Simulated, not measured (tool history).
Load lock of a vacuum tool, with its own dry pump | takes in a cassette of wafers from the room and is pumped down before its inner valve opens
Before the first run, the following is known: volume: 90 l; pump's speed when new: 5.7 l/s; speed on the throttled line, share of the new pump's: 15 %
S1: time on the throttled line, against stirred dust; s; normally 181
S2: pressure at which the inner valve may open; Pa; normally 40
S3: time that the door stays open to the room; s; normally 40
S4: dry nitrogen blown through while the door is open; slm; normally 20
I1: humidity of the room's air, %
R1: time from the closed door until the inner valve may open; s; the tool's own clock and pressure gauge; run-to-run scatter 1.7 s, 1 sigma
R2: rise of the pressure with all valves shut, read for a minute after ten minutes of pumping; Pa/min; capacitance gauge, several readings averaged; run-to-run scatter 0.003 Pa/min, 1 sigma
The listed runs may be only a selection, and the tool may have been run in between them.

run	hour	S1	S2	S3	S4	I1	R1	R2
1	0	181	40	40	20	43.3	280.6	0.191
2	291.9	181	40	40	26	43	282.8	0.208
3	534.5	181	40	40	20	41.1	279.2	0.221
4	820.5	181	40	40	20	43.3	279.2	0.243
5	1050.1	117	40	40	20	46.1	227.2	0.253
6	1233.5	181	40	40	20	46.3	282	0.265
7	1496.8	181	40	40	20	48.2	280.8	0.282
8	1791.7	181	40	40	20	47.5	283.1	0.312
9	2069.1	181	40	40	20	43.9	280.1	0.327
10	2382.3	181	40	40	20	47.2	286.6	0.36
# hour 2512.6: door's seal changed, seat wiped
11	2703	181	40	40	20	43.2	281.9	0.024
12	2964.3	166	40	40	20	46.4	267.7	0.022
13	3105.6	181	40	40	20	44.8	282.3	0.029
14	3236.6	181	40	40	20	47.9	281.4	0.034

Forecast run 15:
15	3521.5	171	34	32	20	45.5	?	?

{"run 15": {"R1": 275.9, "R2": 0.037}}
The same run, on a tool lacking any hidden state, would have yielded R1 271.9 s, R2 0.018 Pa/min.
